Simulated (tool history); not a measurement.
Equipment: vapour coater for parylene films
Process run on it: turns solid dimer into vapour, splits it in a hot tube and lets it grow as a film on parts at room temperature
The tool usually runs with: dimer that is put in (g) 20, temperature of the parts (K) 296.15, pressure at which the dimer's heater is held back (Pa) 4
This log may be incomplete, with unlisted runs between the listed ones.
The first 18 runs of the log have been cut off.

run     day  dimer that is put in (g)  temperature of the parts (K)  pressure at which the dimer's heater is held back (Pa)  thickness of the film (µm)
 19  18.146                        10                        296.15                                                       4                        3.46
 20  19.479                        22                        291.15                                                     3.1                        9.07
 21  20.108                        16                        291.15                                                     3.1                        6.61
 22  21.333                        16                        291.15                                                     3.1                        6.57
 23  22.083                        16                        304.15                                                    9.91                        3.73
 24  23.129                        16                        304.15                                                    9.91                        3.71
 25    23.9                        17                        296.15                                                       4                        5.97
     24.129  -- trap's valve overhauled
 26  24.908                        17                        294.15                                                    3.17                           7
 27   25.85                        18                        290.15                                                    4.66                        7.53
 28  26.667                         9                        292.15                                                    6.37                        3.33
 29  27.779                        29                        300.15                                                    6.75                        8.76

What will run 30 give?
 30  28.525                        26                        304.15                                                    5.44                           ?

Run 30 came out at thickness of the film (µm) 7.46.
The same run, on a tool lacking any hidden state, would have yielded thickness of the film (µm) 7.48.
